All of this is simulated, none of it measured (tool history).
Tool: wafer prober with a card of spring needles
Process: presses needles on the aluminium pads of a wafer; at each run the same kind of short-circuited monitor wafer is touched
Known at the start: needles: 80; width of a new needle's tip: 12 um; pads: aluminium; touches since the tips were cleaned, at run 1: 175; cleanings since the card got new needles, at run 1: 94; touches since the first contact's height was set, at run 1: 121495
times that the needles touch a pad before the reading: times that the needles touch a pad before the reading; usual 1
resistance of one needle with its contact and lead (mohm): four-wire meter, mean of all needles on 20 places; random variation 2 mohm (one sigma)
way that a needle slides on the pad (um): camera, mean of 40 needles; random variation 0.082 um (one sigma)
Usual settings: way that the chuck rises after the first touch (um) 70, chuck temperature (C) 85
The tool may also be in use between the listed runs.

run,hour,way that the chuck rises after the first touch (um),chuck temperature (C),times that the needles touch a pad before the reading,touches since the tips were cleaned,cleanings since the card got new needles,touches since the first contact's height was set,resistance of one needle with its contact and lead (mohm),way that a needle slides on the pad (um)
1,0,70,85,1,175,94,121495,210,13.36
# hour 14.8: tips cleaned on abrasive film
# hour 30: tips cleaned on abrasive film
# hour 45.1: tips cleaned on abrasive film
2,49.8,70,85,1,1992,97,142721,208,13.28
# hour 58.8: tips cleaned on abrasive film
# hour 73.8: tips cleaned on abrasive film
# hour 88.9: tips cleaned on abrasive film
3,96.5,70,85,1,3278,100,162661,211,13.39
# hour 102.9: tips cleaned on abrasive film
# hour 116.9: tips cleaned on abrasive film
# hour 130.7: tips cleaned on abrasive film
4,130.7,88,85,1,0,103,177200,207,16.83
# hour 145.3: tips cleaned on abrasive film
# hour 159.5: tips cleaned on abrasive film
5,169.1,88,85,1,4125,105,193567,210,16.88
# hour 172.3: tips cleaned on abrasive film
# hour 187.5: tips cleaned on abrasive film
# hour 202.7: tips cleaned on abrasive film
6,204.8,70,85,1,879,108,208746,210,13.41
# hour 214.2: height of the first contact set anew
# hour 217.3: tips cleaned on abrasive film
# hour 231.5: tips cleaned on abrasive film
7,241.9,70,85,1,4457,110,11799,209,13.37
# hour 245.2: tips cleaned on abrasive film
# hour 260.8: tips cleaned on abrasive film
# hour 275.6: tips cleaned on abrasive film
8,276.3,70,31,1,304,113,26416,198,13.4
# hour 291.3: tips cleaned on abrasive film
9,298.2,70,85,2,2946,114,35765,208,13.52
# hour 306.4: tips cleaned on abrasive film
# hour 322.2: tips cleaned on abrasive film
# hour 337.5: tips cleaned on abrasive film
10,349.6,70,85,2,5165,117,57694,210,13.35
# hour 352.1: tips cleaned on abrasive film
# hour 367.1: tips cleaned on abrasive film
# hour 382.6: tips cleaned on abrasive film
11,393.5,70,85,2,4657,120,76401,212,13.45
# hour 396.7: tips cleaned on abrasive film
# hour 411.3: tips cleaned on abrasive film
# hour 426.3: tips cleaned on abrasive film
12,431.5,70,67,1,2228,123,92585,208,13.35
# hour 440: tips cleaned on abrasive film
# hour 455.1: tips cleaned on abrasive film
# hour 470.4: tips cleaned on abrasive film
13,477.4,70,85,3,3009,126,112137,211,13.56
# hour 483.8: tips cleaned on abrasive film
# hour 496.4: tips cleaned on abrasive film
# hour 511: tips cleaned on abrasive film
14,511.3,70,85,1,140,129,126557,211,13.4
# hour 523.7: tips cleaned on abrasive film
# hour 538.7: tips cleaned on abrasive film
15,547.6,70,77,3,3802,131,142053,212,13.26
# hour 553.8: tips cleaned on abrasive film
# hour 568: tips cleaned on abrasive film
# hour 580.7: tips cleaned on abrasive film
16,585.5,70,77,3,2067,134,158197,210,13.37
# hour 594.6: tips cleaned on abrasive film
# hour 607.3: tips cleaned on abrasive film
17,613.5,90,84,2,2689,136,170129,207,17.32
# hour 619.9: tips cleaned on abrasive film
# hour 633.5: tips cleaned on abrasive film
# hour 648.2: tips cleaned on abrasive film
# hour 660.9: tips cleaned on abrasive film
18,668.1,90,84,2,3102,140,193358,211,17.38
# hour 676.2: tips cleaned on abrasive film
# hour 691: tips cleaned on abrasive film
# hour 706.5: tips cleaned on abrasive film
# hour 711.8: height of the first contact set anew
# hour 721.3: tips cleaned on abrasive film
19,722.6,90,84,1,545,144,4589,209,17.17
# hour 736.8: tips cleaned on abrasive film
# hour 750.4: tips cleaned on abrasive film
# hour 763.1: tips cleaned on abrasive film
20,770.1,70,105,2,3029,147,24879,212,13.42
# hour 776.5: tips cleaned on abrasive film
# hour 789.9: tips cleaned on abrasive film
# hour 805.5: tips cleaned on abrasive film
21,812.7,82,43,1,3058,150,42992,203,15.69
# hour 819: tips cleaned on abrasive film
# hour 831.7: tips cleaned on abrasive film
# hour 846.6: tips cleaned on abrasive film
22,850.9,82,29,1,1834,153,59266,200,15.53
# hour 860.4: tips cleaned on abrasive film
# hour 876: tips cleaned on abrasive film
# hour 891.1: tips cleaned on abrasive film
23,894.5,82,29,1,1466,156,77847,197,15.65
# hour 906.4: tips cleaned on abrasive film
# hour 921.4: tips cleaned on abrasive film
# hour 935.8: tips cleaned on abrasive film
24,944.9,70,46,1,3939,159,99358,201,13.47
# hour 950.8: tips cleaned on abrasive film
# hour 965.9: tips cleaned on abrasive film
25,968.4,70,46,1,1078,161,109354,199,13.45
# hour 980.8: tips cleaned on abrasive film
# hour 995.5: tips cleaned on abrasive film
26,1001.4,70,57,1,2557,163,123429,202,13.39
# hour 1011: tips cleaned on abrasive film
# hour 1026.2: tips cleaned on abrasive film
# hour 1041.6: tips cleaned on abrasive film
27,1047.5,71,93,2,2543,166,143055,212,13.48
# hour 1056.1: tips cleaned on abrasive film
# hour 1068.8: tips cleaned on abrasive film
28,1078.6,68,85,1,4183,168,156302,212,12.99

Hidden state at the last listed run before each entry between runs and at the first one after, where it differs:
Between runs 1 and 2: tips cleaned on abrasive film (hour 14.8); tips cleaned on abrasive film (hour 30); tips cleaned on abrasive film (hour 45.1)
  debris on the tips, nm: 0.2 -> 1.1; way that the needles fall short of the set height, um: 0.03 -> 0.04
Between runs 2 and 3: tips cleaned on abrasive film (hour 58.8); tips cleaned on abrasive film (hour 73.8); tips cleaned on abrasive film (hour 88.9)
  debris on the tips, nm: 1.1 -> 1.2
Between runs 3 and 4: tips cleaned on abrasive film (hour 102.9); tips cleaned on abrasive film (hour 116.9); tips cleaned on abrasive film (hour 130.7)
  debris on the tips, nm: 1.2 -> 0.1; way that the needles fall short of the set height, um: 0.04 -> 0.05; tips' diameter, um: 12.05 -> 12.06
Between runs 4 and 5: tips cleaned on abrasive film (hour 145.3); tips cleaned on abrasive film (hour 159.5)
  debris on the tips, nm: 0.1 -> 1.4
Between runs 5 and 6: tips cleaned on abrasive film (hour 172.3); tips cleaned on abrasive film (hour 187.5); tips cleaned on abrasive film (hour 202.7)
  debris on the tips, nm: 1.4 -> 0.5
Between runs 6 and 7: height of the first contact set anew (hour 214.2); tips cleaned on abrasive film (hour 217.3); tips cleaned on abrasive film (hour 231.5)
  debris on the tips, nm: 0.5 -> 1.5; way that the needles fall short of the set height, um: 0.05 -> 0
Between runs 7 and 8: tips cleaned on abrasive film (hour 245.2); tips cleaned on abrasive film (hour 260.8); tips cleaned on abrasive film (hour 275.6)
  debris on the tips, nm: 1.5 -> 0.4; way that the needles fall short of the set height, um: 0 -> 0.01
Between runs 8 and 9: tips cleaned on abrasive film (hour 291.3)
  debris on the tips, nm: 0.4 -> 1.1
Between runs 9 and 10: tips cleaned on abrasive film (hour 306.4); tips cleaned on abrasive film (hour 322.2); tips cleaned on abrasive film (hour 337.5)
  debris on the tips, nm: 1.1 -> 1.6
Between runs 10 and 11: tips cleaned on abrasive film (hour 352.1); tips cleaned on abrasive film (hour 367.1); tips cleaned on abrasive film (hour 382.6)
  debris on the tips, nm: 1.6 -> 1.5; way that the needles fall short of the set height, um: 0.01 -> 0.02
Between runs 11 and 12: tips cleaned on abrasive film (hour 396.7); tips cleaned on abrasive film (hour 411.3); tips cleaned on abrasive film (hour 426.3)
  debris on the tips, nm: 1.5 -> 1; tips' diameter, um: 12.06 -> 12.07
Between runs 12 and 13: tips cleaned on abrasive film (hour 440); tips cleaned on abrasive film (hour 455.1); tips cleaned on abrasive film (hour 470.4)
  debris on the tips, nm: 1 -> 1.2; way that the needles fall short of the set height, um: 0.02 -> 0.03
Between runs 13 and 14: tips cleaned on abrasive film (hour 483.8); tips cleaned on abrasive film (hour 496.4); tips cleaned on abrasive film (hour 511)
  debris on the tips, nm: 1.2 -> 0.2
Between runs 14 and 15: tips cleaned on abrasive film (hour 523.7); tips cleaned on abrasive film (hour 538.7)
  debris on the tips, nm: 0.2 -> 1.4
Between runs 15 and 16: tips cleaned on abrasive film (hour 553.8); tips cleaned on abrasive film (hour 568); tips cleaned on abrasive film (hour 580.7)
  debris on the tips, nm: 1.4 -> 1; way that the needles fall short of the set height, um: 0.03 -> 0.04
Between runs 16 and 17: tips cleaned on abrasive film (hour 594.6); tips cleaned on abrasive film (hour 607.3)
  debris on the tips, nm: 1 -> 1.2
Between runs 17 and 18: tips cleaned on abrasive film (hour 619.9); tips cleaned on abrasive film (hour 633.5); tips cleaned on abrasive film (hour 648.2); tips cleaned on abrasive film (hour 660.9)
  way that the needles fall short of the set height, um: 0.04 -> 0.05
Between runs 18 and 19: tips cleaned on abrasive film (hour 676.2); tips cleaned on abrasive film (hour 691); tips cleaned on abrasive film (hour 706.5); height of the first contact set anew (hour 711.8); tips cleaned on abrasive film (hour 721.3)
  debris on the tips, nm: 1.2 -> 0.4; way that the needles fall short of the set height, um: 0.05 -> 0; tips' diameter, um: 12.07 -> 12.08
Between runs 19 and 20: tips cleaned on abrasive film (hour 736.8); tips cleaned on abrasive film (hour 750.4); tips cleaned on abrasive film (hour 763.1)
  debris on the tips, nm: 0.4 -> 1.3; way that the needles fall short of the set height, um: 0 -> 0.01
Between runs 20 and 21: tips cleaned on abrasive film (hour 776.5); tips cleaned on abrasive film (hour 789.9); tips cleaned on abrasive film (hour 805.5)
  no hidden state differs between the two runs
Between runs 21 and 22: tips cleaned on abrasive film (hour 819); tips cleaned on abrasive film (hour 831.7); tips cleaned on abrasive film (hour 846.6)
  debris on the tips, nm: 1.3 -> 1; way that the needles fall short of the set height, um: 0.01 -> 0.02
Between runs 22 and 23: tips cleaned on abrasive film (hour 860.4); tips cleaned on abrasive film (hour 876); tips cleaned on abrasive film (hour 891.1)
  debris on the tips, nm: 1 -> 0.7
Between runs 23 and 24: tips cleaned on abrasive film (hour 906.4); tips cleaned on abrasive film (hour 921.4); tips cleaned on abrasive film (hour 935.8)
  debris on the tips, nm: 0.7 -> 1.4
Between runs 24 and 25: tips cleaned on abrasive film (hour 950.8); tips cleaned on abrasive film (hour 965.9)
  debris on the tips, nm: 1.4 -> 0.6; way that the needles fall short of the set height, um: 0.02 -> 0.03; tips' diameter, um: 12.08 -> 12.09
Between runs 25 and 26: tips cleaned on abrasive film (hour 980.8); tips cleaned on abrasive film (hour 995.5)
  debris on the tips, nm: 0.6 -> 1.2
Between runs 26 and 27: tips cleaned on abrasive film (hour 1011); tips cleaned on abrasive film (hour 1026.2); tips cleaned on abrasive film (hour 1041.6)
  debris on the tips, nm: 1.2 -> 1.1
Between runs 27 and 28: tips cleaned on abrasive film (hour 1056.1); tips cleaned on abrasive film (hour 1068.8)
  debris on the tips, nm: 1.1 -> 1.4; way that the needles fall short of the set height, um: 0.03 -> 0.04
